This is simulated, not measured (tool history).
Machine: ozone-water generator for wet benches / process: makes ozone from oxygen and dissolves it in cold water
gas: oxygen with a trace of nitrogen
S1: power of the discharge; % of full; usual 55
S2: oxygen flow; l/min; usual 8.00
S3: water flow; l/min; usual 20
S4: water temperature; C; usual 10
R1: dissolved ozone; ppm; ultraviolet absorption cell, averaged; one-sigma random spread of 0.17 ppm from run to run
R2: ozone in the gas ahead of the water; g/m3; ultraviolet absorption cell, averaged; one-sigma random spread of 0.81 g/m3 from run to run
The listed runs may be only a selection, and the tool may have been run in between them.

run	hour	S1	S2	S3	S4	R1	R2
1	0.0	55	8.00	20	10	22.4	128.8
# hour 49.0: water thermometer calibrated
2	49.0	55	8.00	20	10	22.4	128.8
# hour 92.4: contactor cleaned
3	120.9	55	8.00	20	10	21.9	128.0
4	234.4	55	8.00	20	10	21.9	127.4
5	319.5	55	12.01	20	10	23.6	112.3
6	388.8	55	12.01	20	10	23.6	113.9
7	435.1	55	8.00	15	10	26.6	129.4
8	533.6	55	8.00	15	10	26.4	128.2
9	644.4	55	8.00	15	10	26.7	127.7
10	691.5	55	8.00	18	10	23.7	128.9
11	794.1	55	8.00	18	15	22.0	128.3
12	843.4	55	8.00	18	15	21.9	127.7
13	928.0	55	7.14	20	10	21.7	131.3
14	1034.9	55	7.14	20	10	21.5	130.9
15	1088.7	55	8.00	20	10	22.2	128.3
16	1195.1	55	8.00	20	10	22.0	128.4

Estimate the outcome of run 17 from the log above:
17	1310.2	55	8.00	21	10	?	?

{"run 17": {"R1": 21.4, "R2": 127.9}}
If the tool had no hidden condition, the same run with the same run-to-run variation would have returned R1 21.4 ppm, R2 128.0 g/m3.

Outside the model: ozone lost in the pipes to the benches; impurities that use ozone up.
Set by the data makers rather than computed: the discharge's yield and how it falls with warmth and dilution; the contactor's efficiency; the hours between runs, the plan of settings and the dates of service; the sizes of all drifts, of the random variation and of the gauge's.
